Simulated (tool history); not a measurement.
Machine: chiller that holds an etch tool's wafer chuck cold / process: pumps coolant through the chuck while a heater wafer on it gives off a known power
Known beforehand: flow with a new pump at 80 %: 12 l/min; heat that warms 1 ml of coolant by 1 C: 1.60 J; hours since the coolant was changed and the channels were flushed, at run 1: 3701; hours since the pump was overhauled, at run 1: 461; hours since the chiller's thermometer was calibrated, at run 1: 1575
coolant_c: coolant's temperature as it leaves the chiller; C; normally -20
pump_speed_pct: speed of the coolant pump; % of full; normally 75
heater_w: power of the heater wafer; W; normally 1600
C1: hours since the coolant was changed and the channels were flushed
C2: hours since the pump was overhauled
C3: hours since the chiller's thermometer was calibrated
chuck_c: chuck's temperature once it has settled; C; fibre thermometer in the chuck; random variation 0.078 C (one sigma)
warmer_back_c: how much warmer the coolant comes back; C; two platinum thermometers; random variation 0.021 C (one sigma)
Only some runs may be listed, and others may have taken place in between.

Run 1, hour 0: usual settings; C1 3701; C2 461; C3 1575. Result: chuck_c -4.84 C, warmer_back_c 5.35 C.
Run 2, hour 19.5: usual settings; C1 3720; C2 481; C3 1595. Result: chuck_c -4.98 C, warmer_back_c 5.33 C.
Run 3, hour 51: usual settings; C1 3751; C2 512; C3 1626. Result: chuck_c -4.96 C, warmer_back_c 5.35 C.
Run 4, hour 83.5: usual settings but pump_speed_pct 78 % of full; C1 3784; C2 544; C3 1659. Result: chuck_c -5.4 C, warmer_back_c 5.17 C.
Run 5, hour 123.7: usual settings but pump_speed_pct 78 % of full; C1 3824; C2 585; C3 1699. Result: chuck_c -5.64 C, warmer_back_c 5.13 C.
Run 6, hour 153.4: usual settings but pump_speed_pct 76 % of full; C1 3854; C2 614; C3 1729. Result: chuck_c -5.17 C, warmer_back_c 5.25 C.
Run 7, hour 189: usual settings but pump_speed_pct 76 % of full; C1 3890; C2 650; C3 1764. Result: chuck_c -5.14 C, warmer_back_c 5.28 C.
Run 8, hour 224.9: usual settings but pump_speed_pct 76 % of full; C1 3925; C2 686; C3 1800. Result: chuck_c -4.97 C, warmer_back_c 5.3 C.
Run 9, hour 247.5: usual settings but pump_speed_pct 76 % of full; C1 3948; C2 708; C3 1823. Result: chuck_c -5.06 C, warmer_back_c 5.31 C.
Run 10, hour 269.7: usual settings but pump_speed_pct 76 % of full; C1 3970; C2 731; C3 1845. Result: chuck_c -4.96 C, warmer_back_c 5.29 C.
Run 11, hour 302.9: usual settings; C1 4003; C2 764; C3 1878. Result: chuck_c -4.89 C, warmer_back_c 5.36 C.
Run 12, hour 338.6: usual settings; C1 4039; C2 800; C3 1914. Result: chuck_c -4.88 C, warmer_back_c 5.35 C.
Run 13, hour 376.5: usual settings; C1 4077; C2 837; C3 1952. Result: chuck_c -4.89 C, warmer_back_c 5.36 C.
Run 14, hour 412.2: usual settings; C1 4113; C2 873; C3 1988. Result: chuck_c -4.94 C, warmer_back_c 5.32 C.
Run 15, hour 452.9: usual settings but heater_w 1112 W; C1 4153; C2 914; C3 2028. Result: chuck_c -9.48 C, warmer_back_c 3.72 C.
Run 16, hour 489.3: usual settings but heater_w 1112 W; C1 4190; C2 950; C3 2065. Result: chuck_c -9.38 C, warmer_back_c 3.72 C.
Run 17, hour 510.4: usual settings but heater_w 1112 W; C1 4211; C2 971; C3 2086. Result: chuck_c -9.62 C, warmer_back_c 3.72 C.
Run 18, hour 527.9: usual settings but heater_w 1112 W; C1 4228; C2 989; C3 2103. Result: chuck_c -9.57 C, warmer_back_c 3.76 C.
Run 19, hour 547: usual settings but coolant_c -24 C, pump_speed_pct 73 % of full, heater_w 1112 W; C1 4247; C2 1008; C3 2122. Result: chuck_c -13.24 C, warmer_back_c 3.84 C.
Run 20, hour 575.6: usual settings but coolant_c -24 C, pump_speed_pct 73 % of full, heater_w 1414 W; C1 4276; C2 1037; C3 2151. Result: chuck_c -10.28 C, warmer_back_c 4.84 C.
Run 21, hour 601.1: usual settings but coolant_c -24 C, pump_speed_pct 73 % of full, heater_w 1414 W; C1 4302; C2 1062; C3 2177. Result: chuck_c -10.24 C, warmer_back_c 4.83 C.
Run 22, hour 619.4: usual settings but coolant_c -24 C, pump_speed_pct 73 % of full, heater_w 1414 W; C1 4320; C2 1080; C3 2195. Result: chuck_c -10.24 C, warmer_back_c 4.84 C.
Run 23, hour 660.6: usual settings but coolant_c -21 C, pump_speed_pct 76 % of full, heater_w 2381 W; C1 4361; C2 1122; C3 2236. Result: chuck_c 1.14 C, warmer_back_c 7.85 C.
Run 24, hour 687.1: usual settings but coolant_c -22 C, pump_speed_pct 76 % of full, heater_w 878 W; C1 4388; C2 1148; C3 2263. Result: chuck_c -13.84 C, warmer_back_c 2.89 C.
Run 25, hour 711.3: usual settings but coolant_c -22 C, pump_speed_pct 76 % of full, heater_w 2013 W; C1 4412; C2 1172; C3 2287. Result: chuck_c -3.3 C, warmer_back_c 6.61 C.
Run 26, hour 749.7: usual settings but coolant_c -22 C, pump_speed_pct 76 % of full, heater_w 2013 W; C1 4450; C2 1211; C3 2325. Result: chuck_c -3.22 C, warmer_back_c 6.58 C.
Run 27, hour 775.9: usual settings but pump_speed_pct 65 % of full, heater_w 934 W; C1 4476; C2 1237; C3 2351. Result: chuck_c -9.91 C, warmer_back_c 3.61 C.
Run 28, hour 806.4: usual settings but pump_speed_pct 65 % of full, heater_w 934 W; C1 4507; C2 1267; C3 2382. Result: chuck_c -9.93 C, warmer_back_c 3.6 C.
Run 29, hour 840.7: usual settings but pump_speed_pct 65 % of full, heater_w 934 W; C1 4541; C2 1302; C3 2416. Result: chuck_c -10.08 C, warmer_back_c 3.63 C.
Run 30, hour 882.4: usual settings but coolant_c -26 C, pump_speed_pct 62 % of full, heater_w 1012 W; C1 4583; C2 1343; C3 2458. Result: chuck_c -14.49 C, warmer_back_c 4.13 C.
Run 31, hour 903.5: usual settings but coolant_c -23 C, pump_speed_pct 74 % of full, heater_w 2394 W; C1 4604; C2 1364; C3 2479. Result: chuck_c -0.13 C, warmer_back_c 8.1 C.

3 ways to go on from here, each from the tool as it stands after run 31. What would each give?
Run A, hour 922.9: usual settings but coolant_c -17 C, pump_speed_pct 97 % of full, heater_w 2193 W; C1 4623; C2 1384; C3 2498. Result: chuck_c ?, warmer_back_c ?.
Run B, hour 922.9: usual settings but coolant_c -23 C, pump_speed_pct 74 % of full, heater_w 2394 W; C1 4623; C2 1384; C3 2498. Result: chuck_c ?, warmer_back_c ?.
Run C, hour 922.9: usual settings but coolant_c -14 C, pump_speed_pct 74 % of full, heater_w 1112 W; C1 4623; C2 1384; C3 2498. Result: chuck_c ?, warmer_back_c ?.

run  chuck_c  warmer_back_c
  A    -0.76           5.62
  B    -0.08           8.06
  C    -3.42           3.82
Stripped of hidden state, with their random variation kept, the same runs would have yielded:
run  chuck_c  warmer_back_c
  A    -0.78           5.61
  B    -0.11           8.05
  C    -3.43           3.81
